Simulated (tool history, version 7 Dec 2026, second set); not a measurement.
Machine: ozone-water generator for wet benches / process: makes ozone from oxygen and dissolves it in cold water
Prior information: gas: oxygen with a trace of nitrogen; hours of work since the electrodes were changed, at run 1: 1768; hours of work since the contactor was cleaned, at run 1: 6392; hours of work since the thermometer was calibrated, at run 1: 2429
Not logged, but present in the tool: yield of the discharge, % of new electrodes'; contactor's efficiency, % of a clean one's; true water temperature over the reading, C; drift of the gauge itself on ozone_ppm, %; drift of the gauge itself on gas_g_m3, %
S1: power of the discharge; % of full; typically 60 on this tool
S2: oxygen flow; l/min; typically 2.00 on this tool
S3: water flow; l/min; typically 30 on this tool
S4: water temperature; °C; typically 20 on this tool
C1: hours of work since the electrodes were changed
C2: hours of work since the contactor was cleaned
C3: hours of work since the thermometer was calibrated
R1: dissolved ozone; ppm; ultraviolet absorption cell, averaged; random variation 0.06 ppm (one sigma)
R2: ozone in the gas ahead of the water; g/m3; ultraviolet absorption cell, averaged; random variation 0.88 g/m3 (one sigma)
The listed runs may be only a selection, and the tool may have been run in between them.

run 1 day=0.000 | S1=60 S2=2.00 S3=30 S4=20 | C1=1768 C2=6392 C3=2429 | R1=3.89 R2=140.6
run 2 day=2.921 | S1=60 S2=2.00 S3=30 S4=20 | C1=1838 C2=6462 C3=2499 | R1=3.99 R2=141.5
-- day=3.762 water thermometer calibrated
run 3 day=4.621 | S1=60 S2=2.00 S3=30 S4=20 | C1=1878 C2=6502 C3=21 | R1=3.97 R2=141.2
run 4 day=6.633 | S1=60 S2=1.08 S3=30 S4=20 | C1=1926 C2=6550 C3=69 | R1=2.96 R2=182.1
run 5 day=8.492 | S1=44 S2=2.00 S3=30 S4=20 | C1=1970 C2=6595 C3=113 | R1=2.91 R2=108.3
run 6 day=11.250 | S1=44 S2=2.00 S3=30 S4=20 | C1=2037 C2=6661 C3=179 | R1=2.94 R2=108.3
run 7 day=13.500 | S1=60 S2=2.00 S3=30 S4=14 | C1=2090 C2=6715 C3=233 | R1=4.11 R2=142.0
run 8 day=14.738 | S1=60 S2=2.00 S3=30 S4=20 | C1=2120 C2=6744 C3=263 | R1=3.95 R2=139.7
run 9 day=16.600 | S1=60 S2=1.78 S3=30 S4=20 | C1=2165 C2=6789 C3=307 | R1=3.68 R2=148.2
run 10 day=19.046 | S1=65 S2=1.78 S3=19 S4=20 | C1=2223 C2=6847 C3=366 | R1=7.22 R2=157.2
run 11 day=20.746 | S1=57 S2=2.00 S3=40 S4=20 | C1=2264 C2=6888 C3=406 | R1=2.53 R2=133.6
run 12 day=22.938 | S1=60 S2=1.25 S3=38 S4=14 | C1=2316 C2=6941 C3=459 | R1=2.31 R2=169.6

Run 13 has not been measured yet. What should we expect?
run 13 day=24.621 | S1=60 S2=1.25 S3=26 S4=17 | C1=2356 C2=6981 C3=499 | R1=? R2=?

R1: 3.76 ppm
R2: 169.8 g/m3
Take away the tool's hidden state, keep the run-to-run variation as it was, and the same run would have given R1 4.32 ppm, R2 176.4 g/m3.
